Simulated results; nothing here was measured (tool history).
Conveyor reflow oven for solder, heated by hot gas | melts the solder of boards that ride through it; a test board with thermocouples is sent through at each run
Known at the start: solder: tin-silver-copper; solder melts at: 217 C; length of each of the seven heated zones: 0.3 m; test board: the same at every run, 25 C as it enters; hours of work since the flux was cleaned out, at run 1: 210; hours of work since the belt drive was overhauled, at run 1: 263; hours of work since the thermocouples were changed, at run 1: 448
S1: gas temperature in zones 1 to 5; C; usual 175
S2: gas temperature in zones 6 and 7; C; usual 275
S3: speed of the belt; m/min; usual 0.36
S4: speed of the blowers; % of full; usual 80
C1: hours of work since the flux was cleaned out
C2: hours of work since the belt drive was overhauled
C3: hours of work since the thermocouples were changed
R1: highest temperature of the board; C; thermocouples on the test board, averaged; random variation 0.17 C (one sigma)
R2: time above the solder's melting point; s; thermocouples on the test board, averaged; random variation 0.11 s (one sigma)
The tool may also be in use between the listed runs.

run,hour,S1,S2,S3,S4,C1,C2,C3,R1,R2
1,0,175,275,0.36,80,210,263,448,264.8,87.5
2,19.6,175,275,0.36,80,220,273,457,264.6,87.6
3,42,168,275,0.36,80,230,283,468,264,84.1
4,58.4,168,275,0.36,80,238,291,476,263.7,84.1
5,70.3,168,275,0.36,80,244,297,481,263.9,84
6,93,168,275,0.36,80,255,308,492,263.9,84
7,112.8,168,275,0.352,80,264,317,501,264.3,86.5
8,133.9,172,275,0.36,80,274,327,512,263.8,85.8
9,144.8,175,273,0.36,80,279,332,517,262.5,86.1
10,159.9,175,273,0.342,80,286,339,524,263.7,91.5
11,181.1,175,273,0.342,80,296,349,534,263.9,91.8
12,192.6,175,273,0.342,80,302,355,539,263.4,91.6
13,205.8,175,275,0.36,80,308,361,546,264.1,87.3
14,217.9,175,275,0.36,80,314,367,551,264.3,87.1
15,241.1,175,275,0.36,80,325,378,563,264.4,87
16,264.3,175,275,0.36,80,336,389,574,264,87
17,274.1,182,275,0.36,80,341,394,578,264.9,90.6
18,284.2,179,277,0.338,76,345,398,583,267.6,96.8
19,303.8,179,277,0.338,76,355,408,592,267.6,96.7
20,317.6,190,275,0.36,85,361,414,599,266.3,95.1
21,334.8,161,285,0.315,52,370,422,607,271,98.3
22,351.9,183,285,0.315,52,378,431,615,273.3,109.7
23,374.1,168,276,0.363,52,388,441,626,258.7,78.1
24,389.2,178,275,0.354,80,395,448,633,264.3,90.2
25,409.4,163,275,0.336,71,405,458,642,262.8,87.7
26,422.2,164,280,0.36,80,411,464,649,266.7,84.6
27,435.1,163,280,0.367,61,417,470,655,262.9,78.9
# hour 441.9: flux residue cleaned out of gas plates and filters
28,456.1,163,281,0.336,61,7,478,662,269,91.7
29,471.3,175,274,0.295,78,14,485,670,268.4,110.9
30,494.4,175,274,0.295,78,25,496,681,268.2,110.8

The same runs without the tool's hidden state, with the same run-to-run variation:
The hidden state here: heat that the gas passes to the board, % of a clean oven's; belt's true speed, % of the reading; true gas temperature in zones 6 and 7 over the reading, C; drift of the gauge itself on peak_c, C; drift of the gauge itself on liquid_s, %.
run,R1,R2
1,266.5,88.2
2,266.3,88.3
3,265.8,85.1
4,265.7,85.1
5,265.9,85.1
6,265.9,85.2
7,266.4,87.7
8,265.9,86.9
9,264.6,87.2
10,265.7,92.6
11,265.9,92.9
12,265.5,92.6
13,266.4,88.4
14,266.6,88.2
15,266.8,88.1
16,266.5,88.3
17,267.3,91.5
18,269.8,97.6
19,269.9,97.6
20,268.6,95.5
21,273.3,99.3
22,275.4,109.9
23,261.3,80
24,267,91.4
25,265.7,89.7
26,270,86.3
27,266,80.8
28,269.7,91.5
29,269.2,110.5
30,269.1,110.5
